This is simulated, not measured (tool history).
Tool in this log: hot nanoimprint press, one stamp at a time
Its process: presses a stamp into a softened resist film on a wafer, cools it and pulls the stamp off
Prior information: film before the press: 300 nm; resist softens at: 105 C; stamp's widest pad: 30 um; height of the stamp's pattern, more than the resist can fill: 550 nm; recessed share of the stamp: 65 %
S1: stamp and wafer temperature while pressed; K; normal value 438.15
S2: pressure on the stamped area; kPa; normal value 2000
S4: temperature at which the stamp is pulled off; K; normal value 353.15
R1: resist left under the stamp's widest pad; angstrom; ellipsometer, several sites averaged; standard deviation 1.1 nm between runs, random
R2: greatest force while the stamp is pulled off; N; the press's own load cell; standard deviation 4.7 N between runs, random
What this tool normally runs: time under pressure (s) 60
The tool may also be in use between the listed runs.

Run 1, hour 0: usual settings. Result: R1 1667 angstrom, R2 385 N.
Run 2, hour 13.7: usual settings. Result: R1 1641 angstrom, R2 386 N.
Run 3, hour 19.9: usual settings. Result: R1 1659 angstrom, R2 393 N.
At hour 32.6: stamp cleaned and given a new release coat.
Run 4, hour 32.6: usual settings. Result: R1 1661 angstrom, R2 229 N.
Run 5, hour 41.5: usual settings. Result: R1 1656 angstrom, R2 231 N.
Run 6, hour 52.2: usual settings. Result: R1 1659 angstrom, R2 234 N.
Run 7, hour 64.7: usual settings. Result: R1 1644 angstrom, R2 228 N.
Run 8, hour 70.4: usual settings but time under pressure (s) 87. Result: R1 1467 angstrom, R2 244 N.
Run 9, hour 81.5: usual settings. Result: R1 1634 angstrom, R2 242 N.
Run 10, hour 92.3: usual settings. Result: R1 1644 angstrom, R2 246 N.
Run 11, hour 98.8: usual settings. Result: R1 1630 angstrom, R2 248 N.
Run 12, hour 107.5: usual settings. Result: R1 1623 angstrom, R2 253 N.
Run 13, hour 113.7: usual settings but time under pressure (s) 54. Result: R1 1700 angstrom, R2 255 N.
Run 14, hour 121.3: usual settings but time under pressure (s) 54. Result: R1 1673 angstrom, R2 258 N.
Run 15, hour 134.5: usual settings but time under pressure (s) 54. Result: R1 1684 angstrom, R2 252 N.
Run 16, hour 143.5: usual settings but S1 427.15 K, time under pressure (s) 41. Result: R1 2575 angstrom, R2 269 N.
Run 17, hour 150.3: usual settings but S4 354.15 K. Result: R1 1638 angstrom, R2 267 N.
Run 18, hour 158.8: usual settings but time under pressure (s) 65. Result: R1 1579 angstrom, R2 272 N.
Run 19, hour 166.3: usual settings but time under pressure (s) 65, S4 341.15 K. Result: R1 1585 angstrom, R2 342 N.
Run 20, hour 173.5: usual settings but S1 440.15 K, S2 1740 kPa. Result: R1 1608 angstrom, R2 285 N.
At hour 177.2: plate thermocouple calibrated.
Run 21, hour 184.9: usual settings but S1 440.15 K, S2 1740 kPa. Result: R1 1559 angstrom, R2 269 N.
Run 22, hour 196.2: usual settings but S1 440.15 K, S2 1740 kPa. Result: R1 1548 angstrom, R2 272 N.
At hour 200.5: plate thermocouple calibrated, once more.
Run 23, hour 206.7: usual settings but S1 428.15 K, S2 1740 kPa, time under pressure (s) 34, S4 357.15 K. Result: R1 2703 angstrom, R2 277 N.
Run 24, hour 213.1: usual settings but S1 428.15 K, S2 3190 kPa, time under pressure (s) 34, S4 342.15 K. Result: R1 2359 angstrom, R2 379 N.
Run 25, hour 222.4: usual settings but S1 432.15 K, S4 340.15 K. Result: R1 2163 angstrom, R2 384 N.
Run 26, hour 236.2: usual settings but S1 428.15 K, S4 360.15 K. Result: R1 2421 angstrom, R2 261 N.
Run 27, hour 244: usual settings but S1 439.15 K, S2 2320 kPa. Result: R1 1520 angstrom, R2 303 N.
Run 28, hour 252.6: usual settings but S2 1720 kPa, time under pressure (s) 82, S4 346.15 K. Result: R1 1642 angstrom, R2 352 N.
Run 29, hour 262.1: usual settings but S1 442.15 K, S2 1720 kPa, time under pressure (s) 34, S4 339.15 K. Result: R1 1828 angstrom, R2 406 N.

Some steps in R1, run to run, broken into two amounts with sign: the step expected even without the hidden condition (settings, incoming material, random variation), and the rest, left for the hidden condition together with whatever gauge scatter is not in both the measured and the hidden-condition-free result:
Hidden conditions of the tool in this case: true temperature over the reading, C; pressure that arrives at the usual setting, %; grip of the stamp's worn release coat, % over a new coat's; drift of the gauge itself on residual_nm, %; drift of the gauge itself on pull_off_n, %.
Run 16 -> 17: S1 427.15 -> 438.15, time under pressure (s) 41 -> 60, S4 353.15 -> 354.15. R1 -937 angstrom: hidden state -11, all else -926.
Run 20 -> 21: plate thermocouple calibrated. R1 -49 angstrom: hidden state -50, all else +1.
Run 22 -> 23: S1 440.15 -> 428.15, time under pressure (s) 60 -> 34, S4 353.15 -> 357.15, plate thermocouple calibrated, once more. R1 +1155 angstrom: hidden state +117, all else +1038.
